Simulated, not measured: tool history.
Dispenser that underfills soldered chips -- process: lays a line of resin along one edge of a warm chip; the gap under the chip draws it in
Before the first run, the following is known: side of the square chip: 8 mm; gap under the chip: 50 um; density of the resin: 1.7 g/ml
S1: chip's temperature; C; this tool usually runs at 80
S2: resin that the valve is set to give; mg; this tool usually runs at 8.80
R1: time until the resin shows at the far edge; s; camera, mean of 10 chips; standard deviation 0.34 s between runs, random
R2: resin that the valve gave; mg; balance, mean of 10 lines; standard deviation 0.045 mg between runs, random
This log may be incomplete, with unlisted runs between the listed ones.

run,hour,S1,S2,R1,R2
1,0.0,80,8.80,18.8,8.41
# hour 4.2: new syringe of resin
# hour 14.7: new syringe of resin
2,15.9,80,8.80,17.3,8.28
# hour 25.2: new syringe of resin
3,27.9,80,8.80,17.7,8.19
# hour 35.4: new syringe of resin
4,42.8,65,8.80,31.2,8.22
# hour 45.5: new syringe of resin
# hour 56.3: new syringe of resin
5,56.7,65,8.80,25.4,8.11
# hour 66.7: new syringe of resin
6,68.8,65,8.80,26.5,8.10
# hour 72.0: dispensing valve cleaned and set on the balance
# hour 78.7: new syringe of resin
7,79.8,80,8.80,17.4,8.82
# hour 88.6: new syringe of resin
8,93.8,84,7.86,17.1,7.77
# hour 98.9: new syringe of resin
9,103.6,71,11.26,23.7,11.14
# hour 109.0: new syringe of resin
10,117.8,71,11.26,25.1,10.97
# hour 119.2: new syringe of resin
11,124.5,71,11.26,23.3,11.00
# hour 129.1: new syringe of resin
12,134.3,71,11.26,24.5,10.98
# hour 139.4: new syringe of resin
13,144.2,71,11.26,23.3,10.84

Each row is a separate what-if for the run after 13, all from the same tool condition, not one after another. Results?
# hour 150.2: new syringe of resin
A,150.9,74,8.58,?,?
# hour 150.2: new syringe of resin
B,150.9,80,9.96,?,?
# hour 150.2: new syringe of resin
C,150.9,94,10.75,?,?
# hour 150.2: new syringe of resin
D,150.9,77,8.59,?,?
# hour 150.2: new syringe of resin
E,150.9,66,9.48,?,?

run,R1,R2
A,19.2,8.27
B,16.3,9.56
C,11.2,10.28
D,17.7,8.23
E,24.0,9.10
With no hidden state in the tool, these same runs would have given:
run,R1,R2
A,20.0,8.57
B,17.0,9.90
C,11.6,10.64
D,18.5,8.52
E,25.2,9.42
